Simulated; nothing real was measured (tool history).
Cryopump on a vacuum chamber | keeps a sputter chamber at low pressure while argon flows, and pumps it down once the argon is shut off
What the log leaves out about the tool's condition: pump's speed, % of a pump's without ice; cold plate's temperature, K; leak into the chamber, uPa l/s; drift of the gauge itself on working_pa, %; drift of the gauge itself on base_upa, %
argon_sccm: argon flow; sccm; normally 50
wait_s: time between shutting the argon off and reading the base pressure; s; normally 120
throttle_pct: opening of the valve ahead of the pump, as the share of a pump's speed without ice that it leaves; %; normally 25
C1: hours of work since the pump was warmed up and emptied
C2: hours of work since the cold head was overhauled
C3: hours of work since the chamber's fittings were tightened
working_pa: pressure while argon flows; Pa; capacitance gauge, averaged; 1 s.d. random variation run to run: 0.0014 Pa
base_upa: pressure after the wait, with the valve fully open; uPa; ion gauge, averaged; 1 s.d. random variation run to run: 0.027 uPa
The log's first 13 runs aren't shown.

{"run": 14, "hour": 381.9, "argon_sccm": 50, "wait_s": 120, "throttle_pct": 27, "C1": 347, "C2": 347, "C3": 1977, "working_pa": 0.3156, "base_upa": 4.25}
{"run": 15, "hour": 416.1, "argon_sccm": 34, "wait_s": 120, "throttle_pct": 25, "C1": 377, "C2": 377, "C3": 2006, "working_pa": 0.2327, "base_upa": 4.28}
{"run": 16, "hour": 448.0, "argon_sccm": 50, "wait_s": 120, "throttle_pct": 25, "C1": 404, "C2": 404, "C3": 2034, "working_pa": 0.3409, "base_upa": 4.36}
{"run": 17, "hour": 484.5, "argon_sccm": 50, "wait_s": 120, "throttle_pct": 25, "C1": 435, "C2": 435, "C3": 2065, "working_pa": 0.3434, "base_upa": 4.42}
{"run": 18, "hour": 502.6, "argon_sccm": 47, "wait_s": 75, "throttle_pct": 17, "C1": 450, "C2": 450, "C3": 2080, "working_pa": 0.4702, "base_upa": 5.01}
{"run": 19, "hour": 532.9, "argon_sccm": 42, "wait_s": 120, "throttle_pct": 26, "C1": 476, "C2": 476, "C3": 2106, "working_pa": 0.2785, "base_upa": 4.65}
{"run": 20, "hour": 561.2, "argon_sccm": 22, "wait_s": 120, "throttle_pct": 38, "C1": 500, "C2": 500, "C3": 2130, "working_pa": 0.101, "base_upa": 4.7}
{"run": 21, "hour": 591.7, "argon_sccm": 22, "wait_s": 120, "throttle_pct": 38, "C1": 526, "C2": 526, "C3": 2156, "working_pa": 0.1036, "base_upa": 4.76}
{"run": 22, "hour": 615.9, "argon_sccm": 80, "wait_s": 130, "throttle_pct": 19, "C1": 547, "C2": 547, "C3": 2177, "working_pa": 0.7273, "base_upa": 4.86}
{"run": 23, "hour": 644.4, "argon_sccm": 80, "wait_s": 130, "throttle_pct": 19, "C1": 571, "C2": 571, "C3": 2201, "working_pa": 0.7203, "base_upa": 4.65}
{"run": 24, "hour": 666.1, "argon_sccm": 50, "wait_s": 249, "throttle_pct": 23, "C1": 590, "C2": 590, "C3": 2220, "working_pa": 0.3743, "base_upa": 4.51}
{"run": 25, "hour": 704.7, "argon_sccm": 34, "wait_s": 120, "throttle_pct": 40, "C1": 623, "C2": 623, "C3": 2252, "working_pa": 0.1548, "base_upa": 5.1}
{"run": 26, "hour": 725.9, "argon_sccm": 26, "wait_s": 226, "throttle_pct": 15, "C1": 641, "C2": 641, "C3": 2271, "working_pa": 0.2942, "base_upa": 4.47}
{"run": 27, "hour": 766.3, "argon_sccm": 22, "wait_s": 40, "throttle_pct": 17, "C1": 675, "C2": 675, "C3": 2305, "working_pa": 0.2221, "base_upa": 7.22}
{"run": 28, "hour": 806.9, "argon_sccm": 27, "wait_s": 40, "throttle_pct": 30, "C1": 710, "C2": 710, "C3": 2340, "working_pa": 0.1618, "base_upa": 7.33}
{"run": 29, "hour": 826.4, "argon_sccm": 27, "wait_s": 40, "throttle_pct": 30, "C1": 726, "C2": 726, "C3": 2356, "working_pa": 0.1621, "base_upa": 6.82}
{"run": 30, "hour": 865.4, "argon_sccm": 57, "wait_s": 295, "throttle_pct": 48, "C1": 760, "C2": 760, "C3": 2389, "working_pa": 0.2256, "base_upa": 5.12}
{"run": 31, "hour": 895.3, "argon_sccm": 57, "wait_s": 295, "throttle_pct": 48, "C1": 785, "C2": 785, "C3": 2415, "working_pa": 0.2276, "base_upa": 5.02}
{"run": 32, "hour": 933.0, "argon_sccm": 24, "wait_s": 236, "throttle_pct": 25, "C1": 817, "C2": 817, "C3": 2447, "working_pa": 0.1725, "base_upa": 5.36}
{"run": 33, "hour": 959.7, "argon_sccm": 24, "wait_s": 236, "throttle_pct": 18, "C1": 840, "C2": 840, "C3": 2470, "working_pa": 0.2349, "base_upa": 5.45}

Each row is a separate what-if for the run after 33, all from the same tool condition, not one after another. Results?
{"run": "A", "hour": 980.3, "argon_sccm": 90, "wait_s": 33, "throttle_pct": 33, "C1": 858, "C2": 858, "C3": 2487, "working_pa": "?", "base_upa": "?"}
{"run": "B", "hour": 980.3, "argon_sccm": 32, "wait_s": 27, "throttle_pct": 18, "C1": 858, "C2": 858, "C3": 2487, "working_pa": "?", "base_upa": "?"}
{"run": "C", "hour": 980.3, "argon_sccm": 81, "wait_s": 61, "throttle_pct": 33, "C1": 858, "C2": 858, "C3": 2487, "working_pa": "?", "base_upa": "?"}
{"run": "D", "hour": 980.3, "argon_sccm": 80, "wait_s": 236, "throttle_pct": 18, "C1": 858, "C2": 858, "C3": 2487, "working_pa": "?", "base_upa": "?"}

run=A working_pa=0.5052 base_upa=8.44
run=B working_pa=0.3133 base_upa=8.78
run=C working_pa=0.4541 base_upa=6.81
run=D working_pa=0.7817 base_upa=5.35
Stripped of hidden state, with their random variation kept, the same runs would have yielded:
run=A working_pa=0.447 base_upa=3.63
run=B working_pa=0.2926 base_upa=4.16
run=C working_pa=0.4019 base_upa=2.05
run=D working_pa=0.7299 base_upa=0.72
